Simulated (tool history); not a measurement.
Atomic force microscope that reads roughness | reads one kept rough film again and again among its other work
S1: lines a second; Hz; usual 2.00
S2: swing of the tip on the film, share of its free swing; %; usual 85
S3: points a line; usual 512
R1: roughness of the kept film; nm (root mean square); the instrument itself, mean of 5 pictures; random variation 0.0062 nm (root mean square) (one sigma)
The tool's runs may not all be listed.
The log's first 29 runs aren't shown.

run	hour	S1	S2	S3	R1
30	361.1	0.60	59	745	1.342
# hour 371.5: new tip fitted
31	375.0	2.66	62	396	1.297
# hour 380.1: height scale calibrated on a step standard, once more
32	389.9	2.66	62	396	1.322
33	402.3	2.66	62	396	1.299
34	418.4	2.66	62	396	1.296
35	430.1	2.66	62	396	1.306
36	438.3	3.48	63	598	1.278
37	451.1	3.48	63	598	1.267
38	468.2	1.09	85	673	1.249
39	482.7	1.09	85	673	1.258
40	500.0	1.09	85	673	1.258
# hour 510.4: new tip fitted
41	510.4	2.00	85	715	1.181

Forecast each of these 5 alternatives for the next run:
A	519.1	2.09	85	990	?
B	519.1	1.10	85	715	?
C	519.1	0.81	71	338	?
D	519.1	2.00	69	715	?
E	519.1	0.67	67	1006	?

run	R1
A	1.171
B	1.280
C	1.347
D	1.288
E	1.374
Without the tool's hidden state the same runs would have given:
run	R1
A	1.172
B	1.281
C	1.348
D	1.290
E	1.376
